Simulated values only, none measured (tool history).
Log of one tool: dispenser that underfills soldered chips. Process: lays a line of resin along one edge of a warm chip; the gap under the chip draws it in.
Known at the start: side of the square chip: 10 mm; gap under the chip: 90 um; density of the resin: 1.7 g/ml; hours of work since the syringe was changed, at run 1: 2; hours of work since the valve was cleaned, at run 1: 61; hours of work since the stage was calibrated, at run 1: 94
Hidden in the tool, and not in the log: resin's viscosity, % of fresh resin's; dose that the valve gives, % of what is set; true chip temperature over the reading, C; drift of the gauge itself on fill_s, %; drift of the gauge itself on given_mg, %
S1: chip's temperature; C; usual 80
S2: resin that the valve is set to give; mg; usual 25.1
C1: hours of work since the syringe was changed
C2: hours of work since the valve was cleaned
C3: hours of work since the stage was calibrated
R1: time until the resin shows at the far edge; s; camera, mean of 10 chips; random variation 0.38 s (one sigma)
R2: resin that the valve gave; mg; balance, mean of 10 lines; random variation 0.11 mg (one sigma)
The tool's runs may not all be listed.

| run | hour | S1 | S2 | C1 | C2 | C3 | R1 | R2 |
|---|---|---|---|---|---|---|---|---|
| 1 | 0.0 | 80 | 25.1 | 2 | 61 | 94 | 26.5 | 24.10 |
| 2 | 6.8 | 80 | 25.1 | 7 | 65 | 99 | 33.9 | 24.07 |
|  | 9.6 | new syringe of resin |
| 3 | 11.7 | 80 | 25.7 | 1 | 69 | 102 | 25.6 | 24.51 |
| 4 | 17.2 | 80 | 25.7 | 5 | 72 | 106 | 30.5 | 24.81 |
|  | 23.0 | new syringe of resin |
| 5 | 26.6 | 80 | 25.7 | 2 | 78 | 112 | 25.8 | 24.32 |
|  | 36.1 | new syringe of resin |
| 6 | 36.1 | 80 | 25.7 | 0 | 85 | 118 | 23.3 | 24.18 |
| 7 | 45.2 | 80 | 25.7 | 6 | 91 | 124 | 31.6 | 24.29 |
|  | 49.1 | new syringe of resin |
| 8 | 49.2 | 80 | 25.1 | 0 | 93 | 127 | 23.8 | 23.71 |
| 9 | 56.7 | 80 | 29.9 | 5 | 98 | 132 | 30.2 | 27.96 |
| 10 | 61.0 | 70 | 29.9 | 8 | 101 | 135 | 50.9 | 27.91 |
|  | 61.9 | new syringe of resin |
| 11 | 66.7 | 70 | 28.0 | 3 | 105 | 138 | 40.9 | 26.21 |
| 12 | 71.4 | 80 | 25.1 | 6 | 108 | 141 | 32.2 | 23.29 |
|  | 75.0 | new syringe of resin |
| 13 | 75.9 | 80 | 25.1 | 1 | 111 | 144 | 24.6 | 23.50 |
| 14 | 79.7 | 80 | 25.1 | 3 | 113 | 147 | 27.5 | 23.34 |
| 15 | 85.6 | 71 | 25.1 | 7 | 117 | 151 | 48.3 | 23.30 |
|  | 87.8 | new syringe of resin |
| 16 | 93.7 | 71 | 25.1 | 4 | 122 | 156 | 41.3 | 23.09 |
| 17 | 98.0 | 91 | 25.1 | 7 | 125 | 159 | 22.6 | 23.20 |
|  | 100.6 | new syringe of resin |
| 18 | 102.5 | 91 | 25.1 | 1 | 128 | 162 | 16.9 | 23.14 |
| 19 | 107.4 | 93 | 26.6 | 5 | 131 | 165 | 17.9 | 24.39 |
|  | 109.9 | dispensing valve cleaned and set on the balance |
| 20 | 113.6 | 90 | 30.8 | 8 | 2 | 168 | 24.2 | 31.00 |
|  | 114.7 | new syringe of resin |
| 21 | 121.4 | 83 | 28.9 | 4 | 8 | 173 | 25.6 | 29.00 |
|  | 127.8 | new syringe of resin |
| 22 | 128.9 | 85 | 24.4 | 1 | 12 | 178 | 19.9 | 24.27 |
| 23 | 135.1 | 77 | 30.0 | 5 | 17 | 182 | 33.5 | 29.57 |
|  | 140.8 | new syringe of resin |
| 24 | 140.9 | 80 | 28.5 | 0 | 20 | 186 | 23.2 | 28.35 |
| 25 | 146.4 | 76 | 22.2 | 4 | 24 | 190 | 32.8 | 21.88 |
| 26 | 151.2 | 76 | 22.2 | 7 | 27 | 193 | 38.0 | 21.94 |
|  | 154.1 | new syringe of resin |
| 27 | 157.1 | 76 | 22.2 | 2 | 31 | 197 | 29.5 | 21.94 |
| 28 | 161.4 | 76 | 22.2 | 5 | 34 | 200 | 35.3 | 21.89 |
|  | 167.6 | new syringe of resin |
| 29 | 169.4 | 79 | 24.4 | 1 | 39 | 205 | 25.9 | 23.77 |
| 30 | 176.4 | 90 | 29.5 | 6 | 44 | 210 | 21.1 | 28.90 |
|  | 181.2 | new syringe of resin |
| 31 | 185.6 | 91 | 31.2 | 3 | 50 | 216 | 17.9 | 30.26 |
| 32 | 193.5 | 78 | 25.1 | 8 | 55 | 221 | 38.0 | 24.57 |
|  | 194.2 | new syringe of resin |
| 33 | 202.6 | 78 | 25.1 | 6 | 61 | 227 | 33.0 | 24.16 |
|  | 207.1 | new syringe of resin |
| 34 | 207.1 | 65 | 22.2 | 0 | 64 | 230 | 41.5 | 21.48 |
| 35 | 213.5 | 90 | 21.6 | 4 | 68 | 234 | 21.0 | 20.79 |

How the hidden state differs across the entries between the runs, from the last listed run before each to the first after it:
Between runs 2 and 3: new syringe of resin (hour 9.6)
  resin's viscosity, % of fresh resin's: 142.1 -> 108.9; dose that the valve gives, % of what is set: 95.71 -> 95.51; true chip temperature over the reading, C: 0.3 -> 0.32
  measured less the result without the state, R1: +10.0 -> +1.9 s; R2: -1.08 -> -1.16 mg
Between runs 4 and 5: new syringe of resin (hour 23.0)
  resin's viscosity, % of fresh resin's: 131.5 -> 111.2; dose that the valve gives, % of what is set: 95.31 -> 94.95; true chip temperature over the reading, C: 0.34 -> 0.38
  measured less the result without the state, R1: +7.2 -> +2.4 s; R2: -1.22 -> -1.29 mg
Between runs 5 and 6: new syringe of resin (hour 36.1)
  resin's viscosity, % of fresh resin's: 111.2 -> 99.5; dose that the valve gives, % of what is set: 94.95 -> 94.6; true chip temperature over the reading, C: 0.38 -> 0.41
  measured less the result without the state, R1: +2.4 -> -0.3 s; R2: -1.29 -> -1.39 mg
Between runs 7 and 8: new syringe of resin (hour 49.1)
  resin's viscosity, % of fresh resin's: 136 -> 101.2; dose that the valve gives, % of what is set: 94.23 -> 94.1; true chip temperature over the reading, C: 0.44 -> 0.46
  measured less the result without the state, R1: +8.2 -> +0.1 s; R2: -1.49 -> -1.49 mg
Between runs 10 and 11: new syringe of resin (hour 61.9)
  resin's viscosity, % of fresh resin's: 152 -> 120.2; dose that the valve gives, % of what is set: 93.62 -> 93.38; true chip temperature over the reading, C: 0.5 -> 0.52
  measured less the result without the state, R1: +16.9 -> +6.2 s; R2: -1.90 -> -1.85 mg
Between runs 12 and 13: new syringe of resin (hour 75.0)
  resin's viscosity, % of fresh resin's: 141.1 -> 104.2; dose that the valve gives, % of what is set: 93.19 -> 93.04; true chip temperature over the reading, C: 0.54 -> 0.56
  measured less the result without the state, R1: +9.1 -> +0.8 s; R2: -1.70 -> -1.75 mg
Between runs 15 and 16: new syringe of resin (hour 87.8)
  resin's viscosity, % of fresh resin's: 145.3 -> 124.8; dose that the valve gives, % of what is set: 92.67 -> 92.36; true chip temperature over the reading, C: 0.6 -> 0.63
  measured less the result without the state, R1: +14.6 -> +7.7 s; R2: -1.84 -> -1.92 mg
Between runs 17 and 18: new syringe of resin (hour 100.6)
  resin's viscosity, % of fresh resin's: 144.5 -> 107.1; dose that the valve gives, % of what is set: 92.2 -> 92.03; true chip temperature over the reading, C: 0.65 -> 0.66
  measured less the result without the state, R1: +6.8 -> +0.9 s; R2: -1.96 -> -2.01 mg
Between runs 19 and 20: dispensing valve cleaned and set on the balance (hour 109.9)
  resin's viscosity, % of fresh resin's: 127.1 -> 152; dose that the valve gives, % of what is set: 91.84 -> 100.02; true chip temperature over the reading, C: 0.68 -> 0.7
  measured less the result without the state, R1: +3.6 -> +7.9 s; R2: -2.17 -> +0.00 mg
Between runs 20 and 21: new syringe of resin (hour 114.7)
  resin's viscosity, % of fresh resin's: 152 -> 124.3; dose that the valve gives, % of what is set: 100.02 -> 99.72; true chip temperature over the reading, C: 0.7 -> 0.73
  measured less the result without the state, R1: +7.9 -> +4.4 s; R2: +0.00 -> -0.08 mg
Between runs 21 and 22: new syringe of resin (hour 127.8)
  resin's viscosity, % of fresh resin's: 124.3 -> 103.4; dose that the valve gives, % of what is set: 99.72 -> 99.43; true chip temperature over the reading, C: 0.73 -> 0.76
  measured less the result without the state, R1: +4.4 -> +0.1 s; R2: -0.08 -> -0.14 mg
Between runs 23 and 24: new syringe of resin (hour 140.8)
  resin's viscosity, % of fresh resin's: 128.4 -> 99.6; dose that the valve gives, % of what is set: 99.2 -> 98.97; true chip temperature over the reading, C: 0.78 -> 0.8
  measured less the result without the state, R1: +6.6 -> -0.7 s; R2: -0.24 -> -0.30 mg
Between runs 26 and 27: new syringe of resin (hour 154.1)
  resin's viscosity, % of fresh resin's: 142.3 -> 111.3; dose that the valve gives, % of what is set: 98.57 -> 98.36; true chip temperature over the reading, C: 0.85 -> 0.87
  measured less the result without the state, R1: +10.6 -> +2.3 s; R2: -0.32 -> -0.37 mg
Between runs 28 and 29: new syringe of resin (hour 167.6)
  resin's viscosity, % of fresh resin's: 128.8 -> 105.1; dose that the valve gives, % of what is set: 98.18 -> 97.85; true chip temperature over the reading, C: 0.89 -> 0.92
  measured less the result without the state, R1: +7.0 -> +0.4 s; R2: -0.40 -> -0.52 mg
Between runs 30 and 31: new syringe of resin (hour 181.2)
  resin's viscosity, % of fresh resin's: 134.1 -> 116.8; dose that the valve gives, % of what is set: 97.56 -> 97.2; true chip temperature over the reading, C: 0.94 -> 0.98
  measured less the result without the state, R1: +4.8 -> +2.1 s; R2: -0.72 -> -0.87 mg
Between runs 32 and 33: new syringe of resin (hour 194.2)
  resin's viscosity, % of fresh resin's: 153.7 -> 134.6; dose that the valve gives, % of what is set: 96.88 -> 96.5; true chip temperature over the reading, C: 1.01 -> 1.04
  measured less the result without the state, R1: +12.4 -> +7.5 s; R2: -0.79 -> -0.88 mg
Between runs 33 and 34: new syringe of resin (hour 207.1)
  resin's viscosity, % of fresh resin's: 134.6 -> 101; dose that the valve gives, % of what is set: 96.5 -> 96.34; true chip temperature over the reading, C: 1.04 -> 1.06
  measured less the result without the state, R1: +7.5 -> -1.1 s; R2: -0.88 -> -0.81 mg

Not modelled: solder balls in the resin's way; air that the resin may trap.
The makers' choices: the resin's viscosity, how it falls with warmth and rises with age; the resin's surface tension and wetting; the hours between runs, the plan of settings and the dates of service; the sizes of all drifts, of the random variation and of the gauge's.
